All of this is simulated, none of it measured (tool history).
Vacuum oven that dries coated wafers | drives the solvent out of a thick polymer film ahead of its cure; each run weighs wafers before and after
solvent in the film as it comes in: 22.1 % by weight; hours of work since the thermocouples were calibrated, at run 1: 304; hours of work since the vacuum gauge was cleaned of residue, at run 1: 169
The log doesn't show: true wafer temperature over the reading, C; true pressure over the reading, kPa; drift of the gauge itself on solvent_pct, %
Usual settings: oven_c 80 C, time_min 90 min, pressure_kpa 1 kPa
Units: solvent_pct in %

run   hour  oven_c  time_min  pressure_kpa  hours of work since the thermocouples were calibrated  hours of work since the vacuum gauge was cleaned of residue  solvent_pct
  1      0      80        90             1                                                    304                                                          169         1.57
  2   16.1      80        90             1                                                    311                                                          176         1.61
  3   33.2      80        90             1                                                    318                                                          183         1.63
  4   41.6      80        90             1                                                    321                                                          186         1.55
  5   56.8      80        90             1                                                    328                                                          192         1.59
  6   72.2      80       104             1                                                    334                                                          199         1.14
  7   86.3      80        90          2.37                                                    340                                                          205         2.15
  8  104.9      80        55             1                                                    347                                                          212         3.71
  9  113.8      80        55             1                                                    351                                                          216         3.73
 10  122.1      83        90             1                                                    354                                                          219         1.13
 11  129.7      83        90             1                                                    358                                                          222         1.13
 12  142.8      83       113             1                                                    363                                                          228         0.73
 13  153.1      83       113             1                                                    367                                                          232         0.75
 14  171.2      81        90             1                                                    375                                                          240         1.43
 15  185.8      81        90             1                                                    381                                                          246         1.53
 16  194.5      81        90             1                                                    384                                                          249         1.43
 17  205.7      80        90             1                                                    389                                                          254         1.62
 18  221.2      80        90             1                                                    395                                                          260         1.57
 19  232.5      80       100             1                                                    400                                                          265         1.22
 20  246.8      80        90             1                                                    406                                                          271         1.55
 21    260      80        90             1                                                    411                                                          276          1.6
 22  267.7      80        90             1                                                    414                                                          279         1.55
 23  282.8      80        90             1                                                    421                                                          286         1.58
 24  294.8      70        97          1.93                                                    426                                                          291         4.15
 25  310.1      70        97          1.93                                                    432                                                          297         4.14
 26  318.6      70        97          1.93                                                    435                                                          300          4.2
 27  328.7      70        97          1.93                                                    440                                                          304         4.17
 28  345.8      68        96          1.85                                                    447                                                          312         4.85
 29  359.1      68        96          1.85                                                    452                                                          317         4.78
 30  376.4      68        96          0.99                                                    459                                                          324         4.29
 31  386.6      68        96          0.99                                                    464                                                          328         4.34
 32  401.8      92        90          0.68                                                    470                                                          335         0.31
 33  419.9      87       125             1                                                    477                                                          342         0.44
 34  438.8      65       125             1                                                    485                                                          350         3.91
 35  453.8      91        90          0.63                                                    491                                                          356         0.36
 36  469.1      91        90          0.63                                                    497                                                          362         0.36
 37  477.5      83       103          2.62                                                    501                                                          366         1.39
 38  491.4      82        90          2.37                                                    507                                                          372         1.72
 39  502.2      82        90          2.37                                                    511                                                          376         1.72
 40  519.8      71       120          3.74                                                    518                                                          383         3.89
 41  536.5      93       125          0.76                                                    525                                                          390         0.24
 42  547.6      93       125          0.76                                                    530                                                          395         0.23
 43  564.5      79        53          0.74                                                    537                                                          402         4.02
 44  574.2      83       126          0.57                                                    541                                                          406         0.44
 45  582.9      74       100          0.57                                                    544                                                          409         2.12
 46  601.4      80        90           0.9                                                    552                                                          417         1.45

Forecast each of these 4 alternatives for the next run:
  A   612      80        87             1                                                    556                                                          421            ?
  B   612      80        49          2.52                                                    556                                                          421            ?
  C   612      80        90          1.82                                                    556                                                          421            ?
  D   612      72        90             1                                                    556                                                          421            ?

run  solvent_pct
  A         1.62
  B         4.84
  C         1.83
  D         3.32
Without the tool's hidden state the same runs would have given:
run  solvent_pct
  A         1.75
  B         5.13
  C         1.96
  D         3.55

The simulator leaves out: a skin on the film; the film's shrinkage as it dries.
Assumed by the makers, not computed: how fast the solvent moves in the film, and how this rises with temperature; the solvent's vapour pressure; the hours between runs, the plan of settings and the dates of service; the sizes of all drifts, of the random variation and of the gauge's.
